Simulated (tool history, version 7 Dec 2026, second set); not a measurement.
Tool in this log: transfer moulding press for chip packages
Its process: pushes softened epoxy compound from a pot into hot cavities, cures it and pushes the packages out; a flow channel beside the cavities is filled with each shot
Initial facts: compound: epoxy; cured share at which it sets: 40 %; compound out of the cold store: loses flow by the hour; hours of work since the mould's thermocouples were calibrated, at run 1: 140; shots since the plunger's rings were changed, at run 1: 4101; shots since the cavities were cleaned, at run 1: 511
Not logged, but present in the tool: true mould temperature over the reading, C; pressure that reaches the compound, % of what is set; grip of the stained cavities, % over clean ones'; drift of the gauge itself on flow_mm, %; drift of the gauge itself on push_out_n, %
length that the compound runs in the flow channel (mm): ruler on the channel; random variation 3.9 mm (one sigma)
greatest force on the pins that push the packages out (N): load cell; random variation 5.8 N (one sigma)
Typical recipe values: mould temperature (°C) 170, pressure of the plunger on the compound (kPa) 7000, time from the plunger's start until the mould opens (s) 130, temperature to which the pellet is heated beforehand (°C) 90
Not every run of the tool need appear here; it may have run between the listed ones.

run	hour	mould temperature (°C)	pressure of the plunger on the compound (kPa)	time from the plunger's start until the mould opens (s)	temperature to which the pellet is heated beforehand (°C)	hours of work since the mould's thermocouples were calibrated	shots since the plunger's rings were changed	shots since the cavities were cleaned	incoming compound's hours out of the cold store	length that the compound runs in the flow channel (mm)	greatest force on the pins that push the packages out (N)
1	0	170	7000	130	90	140	4101	511	32.4	874	355
# hour 7: plunger's sealing rings changed
2	9.5	170	7000	130	90	143	17	560	15.5	955	356
3	17.9	170	7000	130	90	147	76	619	30.8	909	354
4	24.4	170	7000	130	90	150	121	664	18.9	941	361
5	29.4	170	7000	130	90	153	156	699	35.5	890	357
# hour 37.7: cavities cleaned with cleaning compound and waxed
6	38.5	170	7000	130	90	156	210	6	15	950	227
7	42.3	170	7000	139	90	158	236	32	20.1	933	211
8	46.2	170	7000	139	90	160	264	60	22.2	928	226
9	50.9	170	7000	139	90	162	296	92	43.8	865	226
10	57.3	174	7000	130	90	165	341	137	24	900	234
11	63.2	170	5680	130	90	168	382	178	42	791	257
12	68.1	170	5680	130	90	171	416	212	15.8	852	289
13	76	170	7000	130	90	174	472	268	44.1	868	293
14	80.3	170	7000	130	90	176	502	298	42.9	867	292
15	89.2	169	7000	130	90	181	565	361	47.3	859	312
16	96.1	169	7000	150	89	184	612	408	30.6	907	293
17	101.4	170	8360	130	90	187	650	446	23.1	1011	320
18	108.5	165	5900	136	92	190	699	495	35.6	843	430
19	115.8	165	5900	136	92	194	750	546	42.9	818	401
20	119.8	165	5380	130	91	195	778	574	23.8	830	489
21	127.9	165	5380	130	91	199	835	631	30.5	812	494
22	133.5	175	7000	134	91	202	874	670	32.3	867	299
23	140.4	173	6360	130	90	205	923	719	38.3	818	328
# hour 145.7: cavities cleaned with cleaning compound and waxed
24	147.9	173	6360	130	90	208	965	16	30.4	841	199
25	156	173	6360	130	90	212	1021	72	34.5	832	217
26	164.8	167	7000	130	94	216	1083	134	41.5	876	300
27	171.3	176	7000	130	88	220	1128	179	21.4	893	239
28	175.9	170	8650	118	90	222	1161	212	38.3	981	322

4 options for the next run, each taken on its own from the tool as it stands now. Forecast them:
A	184.9	170	7000	118	90	226	1224	275	45.1	?	?
B	184.9	170	7000	138	89	226	1224	275	25.3	?	?
C	184.9	163	7000	158	88	226	1224	275	11.3	?	?
D	184.9	172	8650	118	88	226	1224	275	19.7	?	?

run	length that the compound runs in the flow channel (mm)	greatest force on the pins that push the packages out (N)
A	852	346
B	910	278
C	1002	329
D	1016	302
Had the tool no hidden state, the same runs would have come out as:
run	length that the compound runs in the flow channel (mm)	greatest force on the pins that push the packages out (N)
A	863	244
B	921	191
C	1016	228
D	1029	210
